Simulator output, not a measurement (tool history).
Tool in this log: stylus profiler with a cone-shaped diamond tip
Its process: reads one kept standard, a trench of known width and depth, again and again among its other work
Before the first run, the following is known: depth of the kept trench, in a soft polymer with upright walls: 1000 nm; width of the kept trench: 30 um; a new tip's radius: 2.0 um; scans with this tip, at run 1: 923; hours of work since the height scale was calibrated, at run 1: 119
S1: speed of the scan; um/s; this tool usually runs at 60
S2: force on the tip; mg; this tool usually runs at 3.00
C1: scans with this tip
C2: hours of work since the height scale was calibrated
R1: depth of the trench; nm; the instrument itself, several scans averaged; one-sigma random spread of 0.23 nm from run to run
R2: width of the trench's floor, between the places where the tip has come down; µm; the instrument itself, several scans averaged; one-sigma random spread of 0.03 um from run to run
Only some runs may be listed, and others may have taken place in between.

run,hour,S1,S2,C1,C2,R1,R2
1,0.0,60,3.00,923,119,1012.97,26.19
2,10.8,60,3.00,970,125,1012.67,26.20
3,22.1,60,3.00,1019,131,1012.84,26.20
4,32.3,60,3.00,1063,137,1013.30,26.14
5,48.5,60,3.00,1133,146,1012.97,26.17
6,64.3,60,3.00,1201,155,1012.83,26.15
7,73.6,80,3.32,1242,160,1013.84,26.04
# hour 75.2: height scale calibrated on a step standard
8,82.5,80,7.38,1278,4,1023.76,26.23
9,90.7,73,1.58,1314,9,1007.72,25.86
10,105.7,60,3.27,1378,17,1013.55,26.14
11,115.4,160,4.47,1421,22,1016.96,25.80

For some of the steps in R1 from one run to the next: how much would appear even if the tool had no hidden state, given the settings, what came in and random variation, and how much remains for the hidden state plus any gauge scatter that the measured result and the result without hidden state don't share?
Hidden state present: radius of the tip, um; height scale over the true one, %; drift of the gauge itself on depth_nm, %; drift of the gauge itself on floor_um, %.
Run 7 -> 8: S2 3.32 -> 7.38, height scale calibrated on a step standard. R1 +9.92 nm: hidden state -0.28, all else +10.20.
Run 8 -> 9: S1 80 -> 73, S2 7.38 -> 1.58. R1 -16.04 nm: hidden state +0.00, all else -16.04.

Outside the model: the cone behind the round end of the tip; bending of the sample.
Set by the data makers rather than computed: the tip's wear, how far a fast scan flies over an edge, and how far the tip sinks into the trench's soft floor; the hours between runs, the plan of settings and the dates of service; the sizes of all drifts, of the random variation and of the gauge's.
